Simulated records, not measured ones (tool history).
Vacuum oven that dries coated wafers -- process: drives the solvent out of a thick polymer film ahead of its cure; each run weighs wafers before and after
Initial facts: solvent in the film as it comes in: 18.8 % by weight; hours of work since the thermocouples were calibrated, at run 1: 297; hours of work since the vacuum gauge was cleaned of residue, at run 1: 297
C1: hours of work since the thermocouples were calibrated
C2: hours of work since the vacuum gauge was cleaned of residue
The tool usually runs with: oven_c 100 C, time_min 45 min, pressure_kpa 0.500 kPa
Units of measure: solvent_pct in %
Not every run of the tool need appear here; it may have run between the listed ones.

run 1 hour=0.0 | oven_c=100 time_min=45 pressure_kpa=0.500 | C1=297 C2=297 | solvent_pct=1.33
run 2 hour=17.7 | oven_c=100 time_min=45 pressure_kpa=0.500 | C1=311 C2=311 | solvent_pct=1.37
run 3 hour=38.9 | oven_c=100 time_min=45 pressure_kpa=0.500 | C1=328 C2=328 | solvent_pct=1.37
run 4 hour=59.4 | oven_c=100 time_min=45 pressure_kpa=0.500 | C1=344 C2=344 | solvent_pct=1.38
run 5 hour=77.1 | oven_c=100 time_min=45 pressure_kpa=0.500 | C1=357 C2=357 | solvent_pct=1.34
run 6 hour=99.0 | oven_c=89 time_min=45 pressure_kpa=0.500 | C1=374 C2=374 | solvent_pct=4.72
run 7 hour=111.9 | oven_c=89 time_min=45 pressure_kpa=0.500 | C1=384 C2=384 | solvent_pct=4.71
run 8 hour=123.7 | oven_c=89 time_min=45 pressure_kpa=0.500 | C1=394 C2=394 | solvent_pct=4.68
run 9 hour=145.7 | oven_c=100 time_min=45 pressure_kpa=0.500 | C1=411 C2=411 | solvent_pct=1.37
run 10 hour=155.9 | oven_c=100 time_min=45 pressure_kpa=0.500 | C1=419 C2=419 | solvent_pct=1.32
run 11 hour=167.9 | oven_c=109 time_min=45 pressure_kpa=0.500 | C1=428 C2=428 | solvent_pct=0.33
run 12 hour=183.2 | oven_c=100 time_min=45 pressure_kpa=1.408 | C1=440 C2=440 | solvent_pct=1.85
run 13 hour=195.3 | oven_c=100 time_min=43 pressure_kpa=0.500 | C1=449 C2=449 | solvent_pct=1.47
run 14 hour=207.1 | oven_c=100 time_min=43 pressure_kpa=0.500 | C1=459 C2=459 | solvent_pct=1.50
run 15 hour=225.0 | oven_c=100 time_min=43 pressure_kpa=0.500 | C1=472 C2=472 | solvent_pct=1.48
run 16 hour=247.9 | oven_c=100 time_min=45 pressure_kpa=0.500 | C1=490 C2=490 | solvent_pct=1.40
run 17 hour=258.3 | oven_c=100 time_min=45 pressure_kpa=0.500 | C1=498 C2=498 | solvent_pct=1.35
run 18 hour=283.4 | oven_c=100 time_min=45 pressure_kpa=0.886 | C1=518 C2=518 | solvent_pct=1.62
run 19 hour=305.0 | oven_c=100 time_min=29 pressure_kpa=0.500 | C1=535 C2=535 | solvent_pct=3.05
run 20 hour=323.2 | oven_c=100 time_min=29 pressure_kpa=0.500 | C1=549 C2=549 | solvent_pct=3.12
run 21 hour=340.9 | oven_c=100 time_min=29 pressure_kpa=0.500 | C1=563 C2=563 | solvent_pct=3.01
run 22 hour=357.2 | oven_c=100 time_min=29 pressure_kpa=0.500 | C1=575 C2=575 | solvent_pct=3.03
run 23 hour=370.3 | oven_c=94 time_min=29 pressure_kpa=0.500 | C1=586 C2=586 | solvent_pct=5.25
run 24 hour=386.2 | oven_c=109 time_min=45 pressure_kpa=0.500 | C1=598 C2=598 | solvent_pct=0.34
run 25 hour=404.2 | oven_c=109 time_min=45 pressure_kpa=0.500 | C1=612 C2=612 | solvent_pct=0.37
run 26 hour=423.4 | oven_c=105 time_min=27 pressure_kpa=0.321 | C1=627 C2=627 | solvent_pct=1.82
run 27 hour=437.8 | oven_c=103 time_min=27 pressure_kpa=0.321 | C1=638 C2=638 | solvent_pct=2.42
run 28 hour=448.0 | oven_c=103 time_min=27 pressure_kpa=0.321 | C1=646 C2=646 | solvent_pct=2.31
run 29 hour=461.7 | oven_c=90 time_min=25 pressure_kpa=1.987 | C1=657 C2=657 | solvent_pct=8.37
run 30 hour=476.4 | oven_c=100 time_min=29 pressure_kpa=0.431 | C1=668 C2=668 | solvent_pct=3.00
run 31 hour=495.1 | oven_c=98 time_min=34 pressure_kpa=0.381 | C1=683 C2=683 | solvent_pct=2.82
run 32 hour=516.3 | oven_c=97 time_min=76 pressure_kpa=1.899 | C1=699 C2=699 | solvent_pct=1.62
run 33 hour=531.4 | oven_c=98 time_min=45 pressure_kpa=1.439 | C1=711 C2=711 | solvent_pct=2.29
run 34 hour=550.2 | oven_c=100 time_min=35 pressure_kpa=0.702 | C1=726 C2=726 | solvent_pct=2.30
run 35 hour=565.9 | oven_c=100 time_min=35 pressure_kpa=0.702 | C1=738 C2=738 | solvent_pct=2.31
run 36 hour=590.5 | oven_c=100 time_min=71 pressure_kpa=0.500 | C1=757 C2=757 | solvent_pct=0.47
run 37 hour=604.1 | oven_c=100 time_min=71 pressure_kpa=1.657 | C1=768 C2=768 | solvent_pct=1.06
run 38 hour=619.0 | oven_c=92 time_min=54 pressure_kpa=1.657 | C1=779 C2=779 | solvent_pct=3.46
run 39 hour=630.9 | oven_c=100 time_min=30 pressure_kpa=1.331 | C1=789 C2=789 | solvent_pct=3.25
run 40 hour=644.0 | oven_c=92 time_min=45 pressure_kpa=0.500 | C1=799 C2=799 | solvent_pct=3.57
run 41 hour=663.1 | oven_c=89 time_min=45 pressure_kpa=1.163 | C1=814 C2=814 | solvent_pct=5.20
run 42 hour=685.3 | oven_c=109 time_min=42 pressure_kpa=0.500 | C1=831 C2=831 | solvent_pct=0.38
run 43 hour=698.9 | oven_c=109 time_min=42 pressure_kpa=0.500 | C1=842 C2=842 | solvent_pct=0.36
run 44 hour=711.6 | oven_c=99 time_min=25 pressure_kpa=0.310 | C1=851 C2=851 | solvent_pct=4.04
run 45 hour=736.1 | oven_c=101 time_min=71 pressure_kpa=0.502 | C1=871 C2=871 | solvent_pct=0.47
run 46 hour=760.5 | oven_c=101 time_min=71 pressure_kpa=0.431 | C1=890 C2=890 | solvent_pct=0.43
run 47 hour=784.6 | oven_c=101 time_min=71 pressure_kpa=0.431 | C1=908 C2=908 | solvent_pct=0.41
run 48 hour=797.1 | oven_c=87 time_min=44 pressure_kpa=0.326 | C1=918 C2=918 | solvent_pct=5.52

Forecast each of these 3 alternatives for the next run:
run A hour=807.4 | oven_c=110 time_min=23 pressure_kpa=0.326 | C1=926 C2=926 | solvent_pct=?
run B hour=807.4 | oven_c=96 time_min=24 pressure_kpa=0.698 | C1=926 C2=926 | solvent_pct=?
run C hour=807.4 | oven_c=95 time_min=26 pressure_kpa=0.590 | C1=926 C2=926 | solvent_pct=?

run=A solvent_pct=1.29
run=B solvent_pct=5.62
run=C solvent_pct=5.46
The same runs, with their run-to-run variation unchanged, on a tool lacking any hidden condition would have given:
run=A solvent_pct=1.28
run=B solvent_pct=5.60
run=C solvent_pct=5.44

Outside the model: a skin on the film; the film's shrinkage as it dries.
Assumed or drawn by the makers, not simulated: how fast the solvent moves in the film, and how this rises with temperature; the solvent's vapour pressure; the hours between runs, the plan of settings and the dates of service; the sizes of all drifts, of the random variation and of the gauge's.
